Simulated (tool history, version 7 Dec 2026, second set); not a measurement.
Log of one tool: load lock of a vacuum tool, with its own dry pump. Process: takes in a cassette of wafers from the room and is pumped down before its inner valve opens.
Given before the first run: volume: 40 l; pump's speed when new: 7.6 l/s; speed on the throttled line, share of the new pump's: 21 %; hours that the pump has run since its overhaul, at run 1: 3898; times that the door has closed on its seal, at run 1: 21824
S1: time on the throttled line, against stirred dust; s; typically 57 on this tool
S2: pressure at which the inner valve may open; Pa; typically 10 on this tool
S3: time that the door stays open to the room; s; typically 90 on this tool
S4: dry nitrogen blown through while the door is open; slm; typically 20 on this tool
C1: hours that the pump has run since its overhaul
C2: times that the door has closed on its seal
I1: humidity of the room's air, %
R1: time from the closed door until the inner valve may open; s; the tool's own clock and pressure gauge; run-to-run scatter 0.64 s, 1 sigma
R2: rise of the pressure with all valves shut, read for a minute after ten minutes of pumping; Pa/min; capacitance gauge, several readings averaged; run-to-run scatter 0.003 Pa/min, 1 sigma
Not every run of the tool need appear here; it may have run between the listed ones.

Run 1, hour 0.0: usual settings; C1 3898; C2 21824; I1 44.6. Result: R1 96.2 s, R2 0.327 Pa/min.
Run 2, hour 66.6: usual settings; C1 3964; C2 22087; I1 42.5. Result: R1 94.8 s, R2 0.336 Pa/min.
Run 3, hour 207.6: usual settings but S1 47 s; C1 4105; C2 22643; I1 44.3. Result: R1 88.2 s, R2 0.348 Pa/min.
Run 4, hour 327.2: usual settings but S1 47 s; C1 4225; C2 23114; I1 47.6. Result: R1 86.2 s, R2 0.371 Pa/min.
Run 5, hour 391.3: usual settings but S3 61 s; C1 4289; C2 23367; I1 45.9. Result: R1 94.8 s, R2 0.355 Pa/min.
Run 6, hour 473.8: usual settings but S3 33 s; C1 4371; C2 23693; I1 48.8. Result: R1 95.1 s, R2 0.364 Pa/min.
Run 7, hour 558.6: usual settings but S3 33 s; C1 4456; C2 24027; I1 44.9. Result: R1 96.7 s, R2 0.369 Pa/min.
Run 8, hour 662.3: usual settings; C1 4560; C2 24436; I1 45.6. Result: R1 95.2 s, R2 0.405 Pa/min.
Run 9, hour 818.3: usual settings; C1 4716; C2 25051; I1 45.5. Result: R1 95.8 s, R2 0.412 Pa/min.
Run 10, hour 970.1: usual settings but S2 11 Pa; C1 4868; C2 25650; I1 43.7. Result: R1 95.2 s, R2 0.425 Pa/min.
Run 11, hour 1050.3: usual settings but S2 11 Pa, S4 13 slm; C1 4948; C2 25966; I1 43.0. Result: R1 95.6 s, R2 0.448 Pa/min.
Run 12, hour 1115.7: usual settings but S2 12 Pa; C1 5013; C2 26224; I1 46.4. Result: R1 94.0 s, R2 0.450 Pa/min.
Run 13, hour 1221.5: usual settings; C1 5119; C2 26641; I1 45.8. Result: R1 95.9 s, R2 0.446 Pa/min.
Run 14, hour 1313.3: usual settings; C1 5211; C2 27003; I1 43.2. Result: R1 95.7 s, R2 0.463 Pa/min.
Run 15, hour 1468.1: usual settings; C1 5366; C2 27614; I1 42.4. Result: R1 95.4 s, R2 0.466 Pa/min.
Run 16, hour 1618.5: usual settings; C1 5516; C2 28206; I1 43.7. Result: R1 94.5 s, R2 0.490 Pa/min.
Run 17, hour 1715.7: usual settings; C1 5613; C2 28590; I1 50.7. Result: R1 95.7 s, R2 0.504 Pa/min.
Run 18, hour 1841.1: usual settings; C1 5739; C2 29085; I1 44.9. Result: R1 95.9 s, R2 0.510 Pa/min.
At hour 1907.7: door's seal changed, seat wiped.
Run 19, hour 1998.4: usual settings; C1 5894; C2 358; I1 45.0. Result: R1 95.1 s, R2 0.053 Pa/min.
Run 20, hour 2103.6: usual settings but S1 52 s, S4 8 slm; C1 6000; C2 773; I1 47.9. Result: R1 90.3 s, R2 0.073 Pa/min.
Run 21, hour 2230.6: usual settings but S1 52 s, S4 8 slm; C1 6127; C2 1273; I1 43.3. Result: R1 91.2 s, R2 0.067 Pa/min.
Run 22, hour 2323.8: usual settings but S1 91 s, S4 33 slm; C1 6220; C2 1641; I1 48.3. Result: R1 123.8 s, R2 0.053 Pa/min.
Run 23, hour 2419.7: usual settings but S1 91 s, S4 33 slm; C1 6316; C2 2019; I1 45.8. Result: R1 123.1 s, R2 0.051 Pa/min.
Run 24, hour 2494.3: usual settings but S1 91 s, S4 33 slm; C1 6390; C2 2313; I1 48.9. Result: R1 122.6 s, R2 0.054 Pa/min.
Run 25, hour 2617.7: usual settings but S1 91 s, S2 14 Pa, S3 65 s, S4 27 slm; C1 6514; C2 2800; I1 46.4. Result: R1 120.5 s, R2 0.056 Pa/min.
Run 26, hour 2699.1: usual settings but S1 50 s, S2 9 Pa, S3 52 s, S4 27 slm; C1 6595; C2 3121; I1 48.0. Result: R1 91.0 s, R2 0.055 Pa/min.
Run 27, hour 2780.1: usual settings but S1 36 s, S2 17 Pa, S3 54 s, S4 5 slm; C1 6676; C2 3440; I1 44.9. Result: R1 77.2 s, R2 0.078 Pa/min.
Run 28, hour 2880.0: usual settings but S1 86 s, S2 7 Pa, S3 32 s, S4 22 slm; C1 6776; C2 3834; I1 45.3. Result: R1 121.5 s, R2 0.057 Pa/min.
Run 29, hour 3008.3: usual settings but S1 86 s, S2 7 Pa, S3 32 s, S4 22 slm; C1 6904; C2 4340; I1 42.0. Result: R1 120.5 s, R2 0.065 Pa/min.
Run 30, hour 3145.1: usual settings but S1 86 s, S2 7 Pa, S3 124 s, S4 5 slm; C1 7041; C2 4880; I1 41.6. Result: R1 120.9 s, R2 0.104 Pa/min.
Run 31, hour 3241.1: usual settings but S1 75 s, S3 175 s, S4 41 slm; C1 7137; C2 5258; I1 45.8. Result: R1 109.6 s, R2 0.081 Pa/min.
Run 32, hour 3307.5: usual settings but S1 75 s, S3 175 s, S4 41 slm; C1 7204; C2 5520; I1 45.3. Result: R1 110.1 s, R2 0.087 Pa/min.
Run 33, hour 3400.6: usual settings but S1 56 s, S3 203 s; C1 7297; C2 5887; I1 46.5. Result: R1 94.8 s, R2 0.111 Pa/min.
Run 34, hour 3470.0: usual settings but S1 93 s, S2 8 Pa; C1 7366; C2 6161; I1 43.2. Result: R1 125.8 s, R2 0.096 Pa/min.
Run 35, hour 3626.6: usual settings but S1 83 s, S2 9 Pa; C1 7523; C2 6779; I1 42.2. Result: R1 116.7 s, R2 0.098 Pa/min.
Run 36, hour 3702.4: usual settings but S2 17 Pa, S3 74 s, S4 12 slm; C1 7598; C2 7077; I1 45.5. Result: R1 92.6 s, R2 0.112 Pa/min.

What if the next run were any one of these 4? Each begins from the tool's condition after run 36:
Run A, hour 3811.0: usual settings but S2 17 Pa, S3 60 s, S4 10 slm; C1 7707; C2 7506; I1 43.9. Result: R1 ?, R2 ?.
Run B, hour 3811.0: usual settings but S1 88 s; C1 7707; C2 7506; I1 45.6. Result: R1 ?, R2 ?.
Run C, hour 3811.0: usual settings but S1 96 s; C1 7707; C2 7506; I1 39.8. Result: R1 ?, R2 ?.
Run D, hour 3811.0: usual settings but S3 121 s, S4 4 slm; C1 7707; C2 7506; I1 46.2. Result: R1 ?, R2 ?.

run     R1     R2
  A   93.4  0.108
  B  121.7  0.108
  C  128.1  0.100
  D   96.3  0.137
Stripped of hidden state, with their random variation kept, the same runs would have yielded:
run     R1     R2
  A   91.5  0.051
  B  119.8  0.050
  C  126.4  0.041
  D   94.1  0.078
